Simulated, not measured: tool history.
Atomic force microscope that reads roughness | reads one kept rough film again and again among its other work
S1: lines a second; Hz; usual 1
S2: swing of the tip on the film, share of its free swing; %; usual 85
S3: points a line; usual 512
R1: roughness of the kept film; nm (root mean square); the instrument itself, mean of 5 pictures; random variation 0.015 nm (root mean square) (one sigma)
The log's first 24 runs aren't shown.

{"run": 25, "hour": 204.6, "S1": 3.75, "S2": 85, "S3": 839, "R1": 2.685}
{"run": 26, "hour": 212.6, "S1": 2.67, "S2": 85, "S3": 839, "R1": 2.752}
{"run": 27, "hour": 220.1, "S1": 2.67, "S2": 85, "S3": 839, "R1": 2.733}
{"run": 28, "hour": 227.2, "S1": 2.67, "S2": 85, "S3": 839, "R1": 2.73}
{"run": 29, "hour": 237.3, "S1": 0.77, "S2": 85, "S3": 465, "R1": 2.885}
{"hour": 238.5, "done": "new tip fitted"}
{"run": 30, "hour": 244.8, "S1": 0.77, "S2": 88, "S3": 516, "R1": 3.514}
{"run": 31, "hour": 251.4, "S1": 0.77, "S2": 88, "S3": 516, "R1": 3.501}
{"run": 32, "hour": 262.1, "S1": 3.73, "S2": 79, "S3": 279, "R1": 3.235}
{"run": 33, "hour": 272.9, "S1": 1, "S2": 77, "S3": 512, "R1": 3.452}
{"run": 34, "hour": 280.1, "S1": 1, "S2": 77, "S3": 512, "R1": 3.4}
{"run": 35, "hour": 288.4, "S1": 1, "S2": 77, "S3": 512, "R1": 3.401}
{"run": 36, "hour": 295.6, "S1": 1, "S2": 85, "S3": 695, "R1": 3.367}
{"run": 37, "hour": 301.0, "S1": 0.81, "S2": 63, "S3": 762, "R1": 3.423}
{"run": 38, "hour": 311.7, "S1": 1, "S2": 71, "S3": 315, "R1": 3.373}
{"run": 39, "hour": 317.5, "S1": 2.87, "S2": 70, "S3": 512, "R1": 3.26}
{"run": 40, "hour": 325.3, "S1": 2.71, "S2": 85, "S3": 526, "R1": 3.096}
{"run": 41, "hour": 336.2, "S1": 2.71, "S2": 85, "S3": 526, "R1": 3.073}
{"run": 42, "hour": 342.7, "S1": 2.49, "S2": 73, "S3": 404, "R1": 3.18}
{"run": 43, "hour": 354.5, "S1": 1, "S2": 81, "S3": 512, "R1": 3.202}
{"run": 44, "hour": 365.7, "S1": 1, "S2": 85, "S3": 913, "R1": 3.181}
{"run": 45, "hour": 374.1, "S1": 1.61, "S2": 58, "S3": 340, "R1": 3.216}
{"run": 46, "hour": 379.6, "S1": 1.11, "S2": 70, "S3": 260, "R1": 3.197}
{"run": 47, "hour": 388.5, "S1": 1.11, "S2": 70, "S3": 260, "R1": 3.151}
{"run": 48, "hour": 393.4, "S1": 0.82, "S2": 77, "S3": 953, "R1": 3.159}

4 ways to go on from here, each from the tool as it stands after run 48. What would each give?
{"run": "A", "hour": 405.5, "S1": 1, "S2": 71, "S3": 345, "R1": "?"}
{"run": "B", "hour": 405.5, "S1": 0.59, "S2": 57, "S3": 585, "R1": "?"}
{"run": "C", "hour": 405.5, "S1": 0.63, "S2": 77, "S3": 949, "R1": "?"}
{"run": "D", "hour": 405.5, "S1": 1.43, "S2": 62, "S3": 439, "R1": "?"}

run=A R1=3.126
run=B R1=3.175
run=C R1=3.142
run=D R1=3.134
Without the tool's hidden state the same runs would have given:
run=A R1=3.6
run=B R1=3.655
run=C R1=3.618
run=D R1=3.608

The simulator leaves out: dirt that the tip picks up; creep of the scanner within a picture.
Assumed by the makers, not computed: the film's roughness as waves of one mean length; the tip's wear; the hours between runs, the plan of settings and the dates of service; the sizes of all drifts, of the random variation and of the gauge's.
